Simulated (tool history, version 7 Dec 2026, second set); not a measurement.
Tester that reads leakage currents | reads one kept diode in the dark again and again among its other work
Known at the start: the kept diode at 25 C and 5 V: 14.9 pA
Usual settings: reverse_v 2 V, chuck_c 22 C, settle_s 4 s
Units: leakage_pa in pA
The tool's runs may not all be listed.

run,hour,reverse_v,chuck_c,settle_s,leakage_pa
1,0,2,22,4,6.39
# hour 22.1: chuck's temperature calibrated
2,167.9,2,22,4,7.55
3,346.5,2,22,4,7.46
4,518.6,2,22,4,7.42
5,697.3,2,22,4,7.42
6,876.3,1.15,22,4,5.13
7,1028.6,2,22,4,7.35
# hour 1170: chuck's temperature calibrated
8,1258,2,22,4,8.29
9,1512.1,2,22,4,8.27
10,1733.7,2,22,4,8.35
11,1842.5,3.24,22,4,11.54
12,2084.8,3.24,22,4,11.51
13,2254.3,3.24,22,4,11.62
# hour 2308.5: chuck's temperature calibrated
14,2505.9,2,22,4,9.25
15,2685.4,2,57,4,134.95
16,2802.6,2,57,4,133.97
17,2927.8,2,57,4,132.47
# hour 3060.8: tester calibrated
18,3097.8,2,57,4,131.4
19,3321.3,2,22,4,9.2
# hour 3447.7: chuck's temperature calibrated
20,3526.5,4.12,39,9.21,55.46
21,3735,1.06,20,1.33,5.98
22,3942.6,3.59,38,4,45.7
23,4065.2,3.59,38,4,45.05
24,4249.2,3.59,38,4,44.47
25,4366.2,3.59,38,4,43.77
# hour 4389.6: probe card cleaned and baked
26,4529.4,1.23,56,0.46,89.31
# hour 4593.7: chuck's temperature calibrated
27,4707.8,1.23,56,0.46,102.98
28,4935.4,1.23,56,0.46,99.9
29,5135.6,2.32,53,8.74,107.42
30,5276.7,2,22,9.18,6.96
31,5454.7,2,31,4.57,15.05
32,5660.6,2,22,3.79,7.02
# hour 5738.7: chuck's temperature calibrated
33,5913.4,1.79,51,4,82.39
34,6124.8,11.58,52,1.06,254.39
35,6307,11.58,52,1.06,248.33
36,6476.6,6.25,33,1.6,38.69
37,6663.2,11.1,32,0.73,54.86

Some steps in leakage_pa between neighbouring runs. How much of each would the tool show without its hidden state too (settings, what came in, random variation), and how much is left for the hidden state, with any gauge scatter that isn't in both results?
The hidden state here: stray current of the dirty probe card, pA a volt; current scale over the true one, %; true chuck temperature over the reading, C; drift of the gauge itself on leakage_pa, %.
Run 14 -> 15: chuck_c 22 -> 57. leakage_pa +125.7 pA: hidden state -10.42, all else +136.12.
Run 18 -> 19: chuck_c 57 -> 22. leakage_pa -122.2 pA: hidden state +15.01, all else -137.21.
Run 25 -> 26: reverse_v 3.59 -> 1.23, chuck_c 38 -> 56, settle_s 4 -> 0.46, probe card cleaned and baked. leakage_pa +45.54 pA: hidden state -15.91, all else +61.45.
Run 26 -> 27: chuck's temperature calibrated. leakage_pa +13.67 pA: hidden state +13.69, all else -0.02.
Run 33 -> 34: reverse_v 1.79 -> 11.58, chuck_c 51 -> 52, settle_s 4 -> 1.06. leakage_pa +172 pA: hidden state -4.3, all else +176.3.
Run 35 -> 36: reverse_v 11.58 -> 6.25, chuck_c 52 -> 33, settle_s 1.06 -> 1.6. leakage_pa -209.64 pA: hidden state +12.09, all else -221.73.

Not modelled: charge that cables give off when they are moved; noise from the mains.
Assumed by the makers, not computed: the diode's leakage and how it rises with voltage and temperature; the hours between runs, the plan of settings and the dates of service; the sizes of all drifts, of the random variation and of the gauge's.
